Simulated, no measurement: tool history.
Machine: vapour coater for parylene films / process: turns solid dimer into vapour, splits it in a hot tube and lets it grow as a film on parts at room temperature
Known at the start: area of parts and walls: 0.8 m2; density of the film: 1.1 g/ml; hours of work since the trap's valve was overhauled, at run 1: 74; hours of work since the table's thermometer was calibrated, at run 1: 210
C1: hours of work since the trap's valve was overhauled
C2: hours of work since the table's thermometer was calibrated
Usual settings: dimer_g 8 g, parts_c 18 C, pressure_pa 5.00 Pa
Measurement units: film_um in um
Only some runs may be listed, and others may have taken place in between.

run 1 hour=0.0 | dimer_g=8 parts_c=18 pressure_pa=5.00 | C1=74 C2=210 | film_um=7.19
run 2 hour=14.2 | dimer_g=8 parts_c=18 pressure_pa=5.00 | C1=87 C2=222 | film_um=7.22
run 3 hour=25.1 | dimer_g=8 parts_c=18 pressure_pa=5.00 | C1=97 C2=232 | film_um=7.14
run 4 hour=34.2 | dimer_g=8 parts_c=18 pressure_pa=5.00 | C1=105 C2=240 | film_um=7.19
run 5 hour=48.4 | dimer_g=8 parts_c=18 pressure_pa=5.00 | C1=117 C2=253 | film_um=7.20
run 6 hour=56.8 | dimer_g=6 parts_c=18 pressure_pa=5.00 | C1=125 C2=260 | film_um=5.41
run 7 hour=67.7 | dimer_g=6 parts_c=18 pressure_pa=5.00 | C1=134 C2=270 | film_um=5.40
run 8 hour=81.5 | dimer_g=6 parts_c=18 pressure_pa=5.00 | C1=147 C2=282 | film_um=5.38
run 9 hour=88.6 | dimer_g=5 parts_c=18 pressure_pa=5.00 | C1=153 C2=288 | film_um=4.49
run 10 hour=95.1 | dimer_g=5 parts_c=18 pressure_pa=5.00 | C1=159 C2=294 | film_um=4.52
run 11 hour=101.7 | dimer_g=5 parts_c=18 pressure_pa=5.00 | C1=164 C2=300 | film_um=4.52
run 12 hour=113.1 | dimer_g=8 parts_c=20 pressure_pa=5.00 | C1=175 C2=310 | film_um=6.66
run 13 hour=123.4 | dimer_g=8 parts_c=18 pressure_pa=6.09 | C1=184 C2=319 | film_um=6.89
run 14 hour=138.8 | dimer_g=8 parts_c=18 pressure_pa=7.94 | C1=197 C2=333 | film_um=6.45
run 15 hour=146.7 | dimer_g=8 parts_c=18 pressure_pa=7.94 | C1=204 C2=340 | film_um=6.45
run 16 hour=155.1 | dimer_g=8 parts_c=18 pressure_pa=7.94 | C1=212 C2=347 | film_um=6.46
run 17 hour=167.9 | dimer_g=8 parts_c=18 pressure_pa=7.94 | C1=223 C2=359 | film_um=6.47
run 18 hour=175.1 | dimer_g=8 parts_c=14 pressure_pa=3.85 | C1=230 C2=365 | film_um=8.91
run 19 hour=188.9 | dimer_g=7 parts_c=22 pressure_pa=8.58 | C1=242 C2=377 | film_um=4.72
run 20 hour=197.6 | dimer_g=8 parts_c=24 pressure_pa=5.00 | C1=249 C2=385 | film_um=5.62
run 21 hour=213.1 | dimer_g=8 parts_c=18 pressure_pa=9.00 | C1=263 C2=399 | film_um=6.28
run 22 hour=228.6 | dimer_g=3 parts_c=10 pressure_pa=2.48 | C1=277 C2=412 | film_um=3.33
run 23 hour=243.7 | dimer_g=6 parts_c=17 pressure_pa=10.59 | C1=290 C2=426 | film_um=4.70
run 24 hour=252.8 | dimer_g=8 parts_c=15 pressure_pa=8.59 | C1=298 C2=434 | film_um=7.15
-- hour=262.4 trap's valve overhauled
run 25 hour=263.2 | dimer_g=11 parts_c=11 pressure_pa=5.00 | C1=1 C2=440 | film_um=12.21
run 26 hour=272.4 | dimer_g=11 parts_c=26 pressure_pa=4.90 | C1=9 C2=448 | film_um=7.22
run 27 hour=287.8 | dimer_g=11 parts_c=12 pressure_pa=2.84 | C1=22 C2=461 | film_um=12.23
run 28 hour=295.6 | dimer_g=11 parts_c=12 pressure_pa=2.84 | C1=29 C2=468 | film_um=12.24
run 29 hour=310.6 | dimer_g=8 parts_c=18 pressure_pa=7.30 | C1=43 C2=482 | film_um=6.60
run 30 hour=320.3 | dimer_g=8 parts_c=18 pressure_pa=7.30 | C1=51 C2=490 | film_um=6.61
run 31 hour=334.7 | dimer_g=5 parts_c=18 pressure_pa=5.00 | C1=64 C2=503 | film_um=4.51
run 32 hour=348.4 | dimer_g=5 parts_c=18 pressure_pa=5.00 | C1=76 C2=515 | film_um=4.49
run 33 hour=360.9 | dimer_g=8 parts_c=18 pressure_pa=9.07 | C1=87 C2=526 | film_um=6.25
run 34 hour=371.5 | dimer_g=8 parts_c=26 pressure_pa=5.00 | C1=97 C2=536 | film_um=5.22

Entry by entry between the runs, the difference in hidden state between the last listed run before and the first listed run after:
From run 24 to run 25: trap's valve overhauled (hour 262.4)
  vapour lost through the trap's worn valve, %: 0.2 -> 0
